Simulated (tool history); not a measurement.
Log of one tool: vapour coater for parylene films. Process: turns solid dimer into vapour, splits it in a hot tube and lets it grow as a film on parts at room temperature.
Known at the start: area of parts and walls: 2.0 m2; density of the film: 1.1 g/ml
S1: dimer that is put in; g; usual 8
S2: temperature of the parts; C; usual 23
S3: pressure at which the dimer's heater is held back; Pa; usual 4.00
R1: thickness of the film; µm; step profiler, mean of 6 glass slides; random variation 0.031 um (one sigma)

{"run": 1, "day": 0.0, "S1": 8, "S2": 23, "S3": 4.0, "R1": 2.88}
{"run": 2, "day": 0.9, "S1": 8, "S2": 23, "S3": 4.0, "R1": 2.91}
{"run": 3, "day": 1.662, "S1": 8, "S2": 23, "S3": 4.0, "R1": 2.9}
{"run": 4, "day": 2.938, "S1": 8, "S2": 25, "S3": 4.0, "R1": 2.72}
{"run": 5, "day": 3.838, "S1": 8, "S2": 25, "S3": 4.0, "R1": 2.71}
{"run": 6, "day": 4.712, "S1": 14, "S2": 23, "S3": 4.0, "R1": 5.09}
{"run": 7, "day": 5.946, "S1": 8, "S2": 23, "S3": 6.58, "R1": 2.68}

Forecast run 8:
{"run": 8, "day": 7.142, "S1": 12, "S2": 23, "S3": 5.41, "R1": "?"}

R1: 4.12 µm
Without the tool's hidden state the same run would have given R1 4.16 µm.

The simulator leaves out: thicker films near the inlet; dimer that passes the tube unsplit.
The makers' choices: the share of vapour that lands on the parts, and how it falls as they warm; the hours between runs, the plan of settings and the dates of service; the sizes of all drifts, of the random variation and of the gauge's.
